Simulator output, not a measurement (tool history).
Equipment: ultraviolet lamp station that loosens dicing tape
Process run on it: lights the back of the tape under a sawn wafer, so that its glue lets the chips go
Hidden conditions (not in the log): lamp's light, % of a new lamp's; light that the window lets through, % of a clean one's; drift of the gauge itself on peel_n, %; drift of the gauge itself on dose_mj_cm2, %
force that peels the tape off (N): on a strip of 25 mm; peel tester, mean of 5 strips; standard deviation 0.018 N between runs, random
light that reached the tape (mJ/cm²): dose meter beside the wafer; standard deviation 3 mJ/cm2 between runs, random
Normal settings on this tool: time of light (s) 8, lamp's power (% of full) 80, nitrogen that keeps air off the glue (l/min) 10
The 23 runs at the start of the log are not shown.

run   hour  time of light (s)  lamp's power (% of full)  nitrogen that keeps air off the glue (l/min)  hours of work of the lamp  hours of work since the window was cleaned  force that peels the tape off (N)  light that reached the tape (mJ/cm²)
 24  199.6                  7                        80                                             4                        225                                         222                              1.643                                   399
 25  209.0                  8                        76                                             7                        231                                         227                              1.105                                   432
 26  215.7                  6                        88                                            14                        235                                         232                              1.111                                   375
     222.3  -- window cleaned of glue's vapour
 27  223.3                 11                        68                                             4                        240                                           1                              1.026                                   536
 28  228.9                 11                        68                                             4                        243                                           4                              0.994                                   529
 29  241.1                 11                        68                                             4                        251                                          12                              0.979                                   530
 30  253.0                 11                        68                                             4                        258                                          19                              0.979                                   535
 31  264.1                 11                        68                                             4                        265                                          26                              1.011                                   531
 32  269.7                 11                        71                                             5                        268                                          29                              0.836                                   554
 33  275.1                  8                        95                                            12                        271                                          32                              0.566                                   536
 34  283.6                  8                        84                                            12                        277                                          38                              0.731                                   476
 35  290.1                  8                        84                                            12                        281                                          42                              0.739                                   474
 36  295.8                  8                        84                                            12                        284                                          45                              0.742                                   483
 37  307.2                  8                        67                                            12                        291                                          52                              1.158                                   381
 38  317.5                 11                        84                                            12                        297                                          58                              0.399                                   654
 39  324.9                 11                        84                                            12                        302                                          63                              0.368                                   662
 40  333.6                 11                        84                                            12                        307                                          68                              0.399                                   658
 41  343.9                 12                        80                                            10                        313                                          74                              0.366                                   683
 42  349.7                  5                        87                                            12                        317                                          78                              1.623                                   308

Run 43, settings as shown, results not yet in. Your forecast:
 43  356.6                  4                        80                                            12                        321                                          82                                  ?                                     ?

{"run 43": {"force that peels the tape off (N)": 2.404, "light that reached the tape (mJ/cm²)": 226}}
Were there no unlogged condition in the tool, this run, its random variation unchanged, would have produced force that peels the tape off (N) 2.400, light that reached the tape (mJ/cm²) 226.
